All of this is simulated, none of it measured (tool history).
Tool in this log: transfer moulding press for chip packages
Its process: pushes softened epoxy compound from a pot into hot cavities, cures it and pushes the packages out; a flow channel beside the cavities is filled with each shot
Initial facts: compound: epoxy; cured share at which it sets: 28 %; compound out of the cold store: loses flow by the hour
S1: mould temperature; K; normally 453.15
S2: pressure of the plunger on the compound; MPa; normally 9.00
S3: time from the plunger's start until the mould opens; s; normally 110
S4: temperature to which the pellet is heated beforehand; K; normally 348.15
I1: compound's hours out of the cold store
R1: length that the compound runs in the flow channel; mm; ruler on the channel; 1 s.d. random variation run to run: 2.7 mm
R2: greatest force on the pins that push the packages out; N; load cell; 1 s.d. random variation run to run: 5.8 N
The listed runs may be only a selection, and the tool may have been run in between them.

run   hour      S1     S2   S3      S4    I1   R1   R2
  1    0.0  453.15   9.00  110  348.15  21.0  692  294
      14.7  -- mould's thermocouples calibrated
      16.2  -- cavities cleaned with cleaning compound and waxed
  2   42.3  453.15   9.00  110  348.15  37.1  638  344
      67.1  -- cavities cleaned with cleaning compound and waxed
  3   79.1  453.15   9.00  110  348.15  46.3  605  244
  4  111.1  453.15   9.00  110  348.15  29.1  655  306
     116.0  -- cavities cleaned with cleaning compound and waxed
     141.7  -- plunger's sealing rings changed
  5  144.9  453.15   9.00  110  348.15   8.0  763  297
     169.4  -- cavities cleaned with cleaning compound and waxed
  6  182.3  453.15   7.08  110  348.15  19.3  634  242
     208.3  -- cavities cleaned with cleaning compound and waxed, once more
  7  212.2  453.15   7.08  110  348.15  30.6  596  234
  8  237.9  453.15  10.20  110  348.15  44.5  674  297
     258.8  -- cavities cleaned with cleaning compound and waxed
  9  259.7  453.15  10.20  110  348.15  15.5  761  218
 10  300.3  453.15  10.20  110  348.15  26.1  718  295
     307.9  -- cavities cleaned with cleaning compound and waxed
 11  326.5  453.15  10.20  110  348.15  16.8  751  260
 12  353.5  453.15   8.15  110  348.15  25.0  634  323
     357.6  -- cavities cleaned with cleaning compound and waxed
 13  381.4  453.15   8.15  110  348.15  41.2  586  274
     390.7  -- plunger's sealing rings changed
     409.6  -- cavities cleaned with cleaning compound and waxed
 14  410.4  450.15   7.11  105  358.15  20.7  637  254
 15  451.8  450.15   7.11  105  358.15  29.4  605  365
     458.8  -- cavities cleaned with cleaning compound and waxed
 16  477.4  447.15  10.36   90  358.15  34.0  715  529
     510.5  -- cavities cleaned with cleaning compound and waxed
 17  520.6  447.15  10.36   90  358.15  27.6  727  472
     560.6  -- cavities cleaned with cleaning compound and waxed
 18  560.6  452.15   9.00  124  352.15  14.3  714  216
 19  601.7  448.15   9.00  124  352.15  15.0  705  328
     610.8  -- cavities cleaned with cleaning compound and waxed
 20  634.7  448.15   9.00  124  352.15  44.8  610  294
     639.6  -- plunger's sealing rings changed
     662.4  -- cavities cleaned with cleaning compound and waxed
 21  672.9  448.15   9.00  124  352.15  35.2  671  260
     712.6  -- cavities cleaned with cleaning compound and waxed
 22  714.2  448.15   9.00   98  353.15  37.2  651  338
 23  738.7  453.15   7.22  110  348.15  33.9  583  288
     761.9  -- cavities cleaned with cleaning compound and waxed
 24  779.4  453.15   7.22  110  358.15  16.8  630  269
     811.5  -- cavities cleaned with cleaning compound and waxed
 25  814.7  453.15   7.22  110  358.15  28.6  589  229

4 options for the next run, each taken on its own from the tool as it stands now. Forecast them:
  A  848.3  453.15  7.83  110  343.15  37.0   ?   ?
  B  848.3  454.15  8.64  132  358.15  25.4   ?   ?
  C  848.3  455.15  9.00   98  343.15  21.1   ?   ?
  D  848.3  447.15  6.82  108  358.15  37.7   ?   ?

run   R1   R2
  A  582  290
  B  646  265
  C  672  342
  D  550  406
With the hidden condition removed and each run's random variation left untouched, the same runs would have given:
run   R1   R2
  A  617  197
  B  684  185
  C  712  228
  D  583  265
